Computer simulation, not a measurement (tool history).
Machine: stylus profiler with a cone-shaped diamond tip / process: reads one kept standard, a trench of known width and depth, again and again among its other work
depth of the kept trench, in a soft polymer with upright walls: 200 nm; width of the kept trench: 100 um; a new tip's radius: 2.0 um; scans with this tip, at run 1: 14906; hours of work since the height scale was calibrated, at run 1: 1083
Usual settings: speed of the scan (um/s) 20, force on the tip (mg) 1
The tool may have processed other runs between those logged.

run   hour  speed of the scan (um/s)  force on the tip (mg)  scans with this tip  hours of work since the height scale was calibrated  depth of the trench (angstrom)  width of the trench's floor (um)
  1      0                        20                      1                14906                                                 1083                            2023                             96.95
  2   91.9                        58                      1                15528                                                 1128                          2023.8                             96.79
  3  144.4                        29                      1                15883                                                 1154                          2023.1                             96.82
  4  201.1                        29                      1                16266                                                 1181                          2024.4                             96.81
  5  244.7                        29                      1                16561                                                 1203                          2025.9                             96.79
  6  297.4                        29                      1                16918                                                 1229                          2023.7                             96.77
  7  378.6                        29                      1                17466                                                 1269                          2024.3                             96.75
       386  -- height scale calibrated on a step standard
  8  417.3                        20                   1.41                17725                                                   15                          2029.4                             96.74
  9  458.5                        20                   1.41                18003                                                   36                          2029.8                             96.74
 10  526.7                        17                   2.34                18464                                                   69                          2038.9                             96.75
 11  596.7                        49                   0.54                18938                                                  103                          2021.8                             96.55
     627.2  -- new tip fitted, height scale calibrated
 12  686.4                        49                   0.54                  401                                                   29                          2011.8                             98.05
     730.7  -- height scale calibrated on a step standard, once more
 13  735.5                        30                   1.71                  730                                                    2                            2022                             98.14
 14  790.9                         7                      2                 1104                                                   30                          2024.6                              98.2
 15  853.5                        10                   0.34                 1527                                                   60                          2006.2                             98.05

Below are 5 alternative next runs, each starting from the tool's condition after run 15. Predict each:
  A   916                        16                   0.67                 1950                                                   91                               ?                                 ?
  B   916                        43                      1                 1950                                                   91                               ?                                 ?
  C   916                        33                   0.34                 1950                                                   91                               ?                                 ?
  D   916                        10                    1.1                 1950                                                   91                               ?                                 ?
  E   916                         7                   0.42                 1950                                                   91                               ?                                 ?

run  depth of the trench (angstrom)  width of the trench's floor (um)
  A                          2011.2                             97.97
  B                          2015.1                             97.97
  C                          2007.4                             97.91
  D                          2015.8                             98.07
  E                          2007.4                             98.08
With the hidden condition removed and each run's random variation left untouched, the same runs would have given:
run  depth of the trench (angstrom)  width of the trench's floor (um)
  A                          2011.4                             98.15
  B                          2015.4                             98.16
  C                          2007.7                             98.09
  D                            2016                             98.26
  E                          2007.6                             98.27

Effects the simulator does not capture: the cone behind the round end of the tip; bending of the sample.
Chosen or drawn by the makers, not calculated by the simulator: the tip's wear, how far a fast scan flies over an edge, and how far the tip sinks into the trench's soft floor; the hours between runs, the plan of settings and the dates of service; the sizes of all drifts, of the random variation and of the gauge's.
